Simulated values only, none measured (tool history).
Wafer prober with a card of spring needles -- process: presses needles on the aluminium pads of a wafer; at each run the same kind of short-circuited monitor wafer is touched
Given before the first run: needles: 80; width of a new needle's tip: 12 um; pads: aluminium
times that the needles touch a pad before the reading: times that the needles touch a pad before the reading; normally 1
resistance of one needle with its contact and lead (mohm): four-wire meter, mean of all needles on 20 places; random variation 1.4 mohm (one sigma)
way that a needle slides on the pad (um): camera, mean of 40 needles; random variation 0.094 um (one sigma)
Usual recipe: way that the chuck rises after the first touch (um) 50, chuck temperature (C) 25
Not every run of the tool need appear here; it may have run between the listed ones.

| run | hour | way that the chuck rises after the first touch (um) | chuck temperature (C) | times that the needles touch a pad before the reading | resistance of one needle with its contact and lead (mohm) | way that a needle slides on the pad (um) |
|---|---|---|---|---|---|---|
| 1 | 0 | 50 | 25 | 1 | 127 | 8.81 |
|  | 1.6 | tips cleaned on abrasive film |
|  | 8.9 | tips cleaned on abrasive film |
|  | 16.3 | tips cleaned on abrasive film |
|  | 22.2 | tips cleaned on abrasive film |
|  | 29.6 | tips cleaned on abrasive film |
| 2 | 30.8 | 50 | 25 | 1 | 126 | 8.63 |
|  | 36.7 | tips cleaned on abrasive film |
|  | 42.6 | tips cleaned on abrasive film |
|  | 50 | tips cleaned on abrasive film |
|  | 57.4 | tips cleaned on abrasive film |
| 3 | 61.8 | 50 | 25 | 1 | 125 | 8.77 |
|  | 63.4 | tips cleaned on abrasive film |
|  | 69.3 | tips cleaned on abrasive film |
|  | 75.2 | tips cleaned on abrasive film |
|  | 82.6 | tips cleaned on abrasive film |
| 4 | 84.2 | 50 | 28 | 1 | 126 | 8.82 |
|  | 88.7 | tips cleaned on abrasive film |
|  | 96 | tips cleaned on abrasive film |
|  | 103.4 | tips cleaned on abrasive film |
|  | 109.3 | tips cleaned on abrasive film |
|  | 116.7 | tips cleaned on abrasive film |
| 5 | 121.2 | 50 | 28 | 2 | 128 | 8.83 |
|  | 122.7 | tips cleaned on abrasive film |
|  | 128.7 | tips cleaned on abrasive film |
|  | 136 | tips cleaned on abrasive film |
|  | 141.9 | tips cleaned on abrasive film |
| 6 | 142.9 | 50 | 28 | 2 | 128 | 8.76 |
|  | 148.8 | tips cleaned on abrasive film |
|  | 156.2 | tips cleaned on abrasive film |
|  | 163.5 | tips cleaned on abrasive film |
|  | 170.9 | tips cleaned on abrasive film |
| 7 | 171.9 | 50 | 28 | 2 | 128 | 8.87 |
|  | 177.8 | tips cleaned on abrasive film |
|  | 185.2 | tips cleaned on abrasive film |
|  | 191.1 | tips cleaned on abrasive film |
|  | 197 | tips cleaned on abrasive film |
|  | 203.3 | tips cleaned on abrasive film |
| 8 | 203.3 | 50 | 25 | 1 | 128 | 8.77 |
|  | 210.7 | tips cleaned on abrasive film |
|  | 218.1 | tips cleaned on abrasive film |
|  | 225.5 | tips cleaned on abrasive film |
| 9 | 230.8 | 50 | 95 | 1 | 135 | 8.68 |
|  | 232.4 | tips cleaned on abrasive film |
|  | 238.3 | tips cleaned on abrasive film |
|  | 245.7 | tips cleaned on abrasive film |
|  | 251.6 | tips cleaned on abrasive film |
|  | 259 | tips cleaned on abrasive film |
| 10 | 261.6 | 50 | 95 | 1 | 135 | 8.87 |
|  | 266 | tips cleaned on abrasive film |
|  | 273.4 | tips cleaned on abrasive film |
|  | 280.8 | tips cleaned on abrasive film |
|  | 288.1 | tips cleaned on abrasive film |
| 11 | 289.9 | 50 | 95 | 1 | 136 | 8.66 |
|  | 294.4 | tips cleaned on abrasive film |
|  | 300.3 | tips cleaned on abrasive film |
|  | 307.7 | tips cleaned on abrasive film |
|  | 313.6 | tips cleaned on abrasive film |
| 12 | 317.7 | 50 | 42 | 1 | 125 | 8.76 |
|  | 320.7 | tips cleaned on abrasive film |
|  | 326.6 | tips cleaned on abrasive film |
|  | 332.5 | tips cleaned on abrasive film |
|  | 339.9 | tips cleaned on abrasive film |
|  | 345.8 | tips cleaned on abrasive film |
|  | 353.2 | tips cleaned on abrasive film |
|  | 359.1 | tips cleaned on abrasive film |
| 13 | 360.5 | 61 | 25 | 1 | 123 | 10.8 |
|  | 366.4 | tips cleaned on abrasive film |
|  | 373.8 | tips cleaned on abrasive film |
|  | 379.7 | tips cleaned on abrasive film |
|  | 387.1 | tips cleaned on abrasive film |
|  | 394.4 | tips cleaned on abrasive film |
|  | 401.8 | tips cleaned on abrasive film |
| 14 | 402.5 | 37 | 25 | 2 | 129 | 6.65 |
|  | 407.2 | height of the first contact set anew |
|  | 408.7 | tips cleaned on abrasive film |
|  | 414.6 | tips cleaned on abrasive film |
|  | 420.5 | tips cleaned on abrasive film |
|  | 427.9 | tips cleaned on abrasive film |
| 15 | 430.6 | 65 | 25 | 1 | 123 | 11.27 |

Predict the results of run 16:
|  | 435.1 | tips cleaned on abrasive film |
|  | 441 | tips cleaned on abrasive film |
|  | 448.4 | tips cleaned on abrasive film |
|  | 455.7 | tips cleaned on abrasive film |
|  | 461.7 | tips cleaned on abrasive film |
|  | 469 | tips cleaned on abrasive film |
| 16 | 469.9 | 65 | 25 | 1 | ? | ? |

For run 16 the tool returned resistance of one needle with its contact and lead (mohm) 123, way that a needle slides on the pad (um) 11.41.
If the tool had no hidden condition, the same run with the same run-to-run variation would have returned resistance of one needle with its contact and lead (mohm) 123, way that a needle slides on the pad (um) 11.41.
